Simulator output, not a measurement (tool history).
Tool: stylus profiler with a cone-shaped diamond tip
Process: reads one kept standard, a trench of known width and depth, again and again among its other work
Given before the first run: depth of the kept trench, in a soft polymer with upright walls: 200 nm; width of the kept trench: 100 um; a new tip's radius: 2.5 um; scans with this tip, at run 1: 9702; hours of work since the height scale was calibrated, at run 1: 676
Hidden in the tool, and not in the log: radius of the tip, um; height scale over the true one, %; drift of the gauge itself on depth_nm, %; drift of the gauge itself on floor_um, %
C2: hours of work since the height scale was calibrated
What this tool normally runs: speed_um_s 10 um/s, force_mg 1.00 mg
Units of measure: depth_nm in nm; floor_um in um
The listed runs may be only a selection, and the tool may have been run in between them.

run 1 hour=0.0 | speed_um_s=10 force_mg=1.00 | scans_with_this_tip=9702 C2=676 | depth_nm=201.07 floor_um=97.12
run 2 hour=72.7 | speed_um_s=10 force_mg=0.56 | scans_with_this_tip=10460 C2=729 | depth_nm=200.56 floor_um=97.02
run 3 hour=156.0 | speed_um_s=4 force_mg=1.00 | scans_with_this_tip=11328 C2=789 | depth_nm=200.92 floor_um=97.04
-- hour=172.2 new tip fitted, height scale calibrated
run 4 hour=255.8 | speed_um_s=10 force_mg=1.71 | scans_with_this_tip=872 C2=61 | depth_nm=202.06 floor_um=97.92
run 5 hour=311.7 | speed_um_s=10 force_mg=1.38 | scans_with_this_tip=1454 C2=101 | depth_nm=201.68 floor_um=97.84
run 6 hour=363.3 | speed_um_s=10 force_mg=0.39 | scans_with_this_tip=1992 C2=139 | depth_nm=200.71 floor_um=97.76
run 7 hour=459.8 | speed_um_s=10 force_mg=0.39 | scans_with_this_tip=2998 C2=209 | depth_nm=200.68 floor_um=97.62
run 8 hour=532.1 | speed_um_s=10 force_mg=1.51 | scans_with_this_tip=3751 C2=261 | depth_nm=201.72 floor_um=97.65
run 9 hour=588.2 | speed_um_s=35 force_mg=1.51 | scans_with_this_tip=4336 C2=302 | depth_nm=201.69 floor_um=97.39
run 10 hour=681.0 | speed_um_s=35 force_mg=1.51 | scans_with_this_tip=5303 C2=369 | depth_nm=201.72 floor_um=97.35
run 11 hour=782.6 | speed_um_s=35 force_mg=1.51 | scans_with_this_tip=6363 C2=443 | depth_nm=201.61 floor_um=97.29
run 12 hour=839.7 | speed_um_s=9 force_mg=1.00 | scans_with_this_tip=6957 C2=485 | depth_nm=201.08 floor_um=97.38
run 13 hour=905.8 | speed_um_s=21 force_mg=1.24 | scans_with_this_tip=7646 C2=533 | depth_nm=201.33 floor_um=97.26
run 14 hour=980.2 | speed_um_s=21 force_mg=1.24 | scans_with_this_tip=8422 C2=587 | depth_nm=201.33 floor_um=97.19
run 15 hour=1061.1 | speed_um_s=11 force_mg=1.92 | scans_with_this_tip=9265 C2=645 | depth_nm=201.86 floor_um=97.22
run 16 hour=1108.3 | speed_um_s=11 force_mg=1.92 | scans_with_this_tip=9757 C2=680 | depth_nm=201.85 floor_um=97.18
run 17 hour=1158.5 | speed_um_s=11 force_mg=1.25 | scans_with_this_tip=10280 C2=716 | depth_nm=201.18 floor_um=97.10
run 18 hour=1228.5 | speed_um_s=8 force_mg=0.72 | scans_with_this_tip=11011 C2=767 | depth_nm=200.60 floor_um=97.06
-- hour=1273.2 new tip fitted, height scale calibrated
run 19 hour=1295.2 | speed_um_s=8 force_mg=0.72 | scans_with_this_tip=230 C2=16 | depth_nm=201.16 floor_um=97.99
run 20 hour=1362.6 | speed_um_s=8 force_mg=1.11 | scans_with_this_tip=933 C2=65 | depth_nm=201.48 floor_um=97.97
run 21 hour=1423.4 | speed_um_s=8 force_mg=1.11 | scans_with_this_tip=1566 C2=109 | depth_nm=201.43 floor_um=97.81
run 22 hour=1523.1 | speed_um_s=3 force_mg=0.91 | scans_with_this_tip=2605 C2=181 | depth_nm=201.21 floor_um=97.78
run 23 hour=1587.6 | speed_um_s=29 force_mg=1.04 | scans_with_this_tip=3278 C2=228 | depth_nm=201.35 floor_um=97.48
run 24 hour=1675.5 | speed_um_s=29 force_mg=1.04 | scans_with_this_tip=4194 C2=292 | depth_nm=201.41 floor_um=97.40

Forecast each of these 4 alternatives for the next run:
run A hour=1762.2 | speed_um_s=2 force_mg=1.02 | scans_with_this_tip=5097 C2=355 | depth_nm=? floor_um=?
run B hour=1762.2 | speed_um_s=10 force_mg=2.92 | scans_with_this_tip=5097 C2=355 | depth_nm=? floor_um=?
run C hour=1762.2 | speed_um_s=14 force_mg=0.48 | scans_with_this_tip=5097 C2=355 | depth_nm=? floor_um=?
run D hour=1762.2 | speed_um_s=5 force_mg=2.91 | scans_with_this_tip=5097 C2=355 | depth_nm=? floor_um=?

run=A depth_nm=201.24 floor_um=97.54
run=B depth_nm=202.72 floor_um=97.50
run=C depth_nm=200.63 floor_um=97.43
run=D depth_nm=202.80 floor_um=97.55
Had the tool no hidden state, the same runs would have come out as:
run=A depth_nm=201.45 floor_um=98.00
run=B depth_nm=202.92 floor_um=97.96
run=C depth_nm=200.84 floor_um=97.89
run=D depth_nm=203.00 floor_um=98.01
